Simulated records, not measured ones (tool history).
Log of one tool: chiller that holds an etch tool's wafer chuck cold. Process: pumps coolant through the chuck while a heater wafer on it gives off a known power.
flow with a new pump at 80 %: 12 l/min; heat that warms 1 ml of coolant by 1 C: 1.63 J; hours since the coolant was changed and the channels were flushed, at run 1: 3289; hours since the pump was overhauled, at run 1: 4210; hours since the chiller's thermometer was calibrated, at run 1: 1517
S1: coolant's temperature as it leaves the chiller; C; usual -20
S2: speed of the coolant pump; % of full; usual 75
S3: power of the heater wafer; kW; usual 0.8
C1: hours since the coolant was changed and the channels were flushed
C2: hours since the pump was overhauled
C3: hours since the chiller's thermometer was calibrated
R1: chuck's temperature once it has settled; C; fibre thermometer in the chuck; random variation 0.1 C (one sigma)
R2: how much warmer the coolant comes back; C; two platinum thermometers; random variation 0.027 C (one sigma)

run	hour	S1	S2	S3	C1	C2	C3	R1	R2
1	0	-20	75	0.8	3289	4210	1517	-13.4	2.63
2	87.8	-20	75	0.8	3377	4297	1605	-13.3	2.66
3	183.3	-20	75	0.8	3473	4393	1701	-13.1	2.67
4	376.1	-20	75	0.8	3666	4586	1893	-13.2	2.55
5	523.1	-20	75	0.8	3812	4733	2040	-13.2	2.63
6	683	-20	75	0.8	3972	4893	2200	-13.3	2.65
7	890.4	-20	71	0.8	4180	5100	2408	-13.1	2.86
8	1063.9	-20	71	0.8	4353	5274	2581	-13	2.77
9	1217.1	-20	71	0.8	4507	5427	2735	-13.1	2.77
# hour 1248.3: coolant changed, channels flushed
10	1375.5	-20	71	0.8	127	5579	2887	-12.9	2.79
11	1543.1	-20	71	0.8	295	5747	3054	-13.2	2.8
12	1685.3	-12	75	0.8	437	5889	3197	-5.4	2.62
13	1823.2	-20	75	0.436	575	6027	3335	-16.5	1.43
14	1972.8	-20	75	0.8	725	6176	3484	-13.3	2.67
15	2084.9	-20	75	0.8	837	6289	3596	-13.4	2.62
16	2219.2	-29	75	0.8	971	6423	3731	-22.2	2.6
17	2385.5	-29	75	0.8	1137	6589	3897	-22.2	2.67
18	2548.8	-14	96	1.038	1301	6752	4060	-6.9	2.58
19	2750.5	-14	83	1.038	1502	6954	4262	-5.9	3.06
20	2923.2	-14	85	1.038	1675	7127	4435	-6.1	3.01
21	3117.7	-25	80	1.038	1869	7321	4629	-16.6	3.2
22	3243.3	-11	93	0.416	1995	7447	4755	-8.1	1.07
23	3427.2	-14	75	0.746	2179	7631	4939	-7.8	2.47
24	3612.3	-20	77	0.536	2364	7816	5124	-15.5	1.75
25	3773.9	-24	64	0.8	2526	7978	5285	-16.3	3.14
# hour 3889.9: chiller's thermometer calibrated
26	3980.9	-28	64	0.773	2732	8184	91	-20.7	3.02
# hour 4145.7: coolant pump overhauled
27	4188.7	-28	64	0.773	2934	43	294	-20.5	3.07
28	4344.9	-16	69	0.781	3091	199	450	-9	2.84
29	4464.4	-16	71	0.404	3210	319	569	-12.5	1.39
30	4574.6	-19	75	0.8	3320	429	680	-12.3	2.62
31	4697	-23	97	0.629	3443	551	802	-18.7	1.5
32	4902.2	-11	80	0.796	3648	756	1007	-4.8	2.48

How the hidden state differs across the entries between the runs, from the last listed run before each to the first after it:
Between runs 9 and 10: coolant changed, channels flushed (hour 1248.3)
  heat passed by the chuck's channels, % of clean ones': 99.8 -> 100; flow at a given pump speed, % of a new pump's: 99.9 -> 99.8
Between runs 25 and 26: chiller's thermometer calibrated (hour 3889.9)
  coolant's true temperature over the reading, C: 0.01 -> 0
Between runs 26 and 27: coolant pump overhauled (hour 4145.7)
  flow at a given pump speed, % of a new pump's: 99.8 -> 100
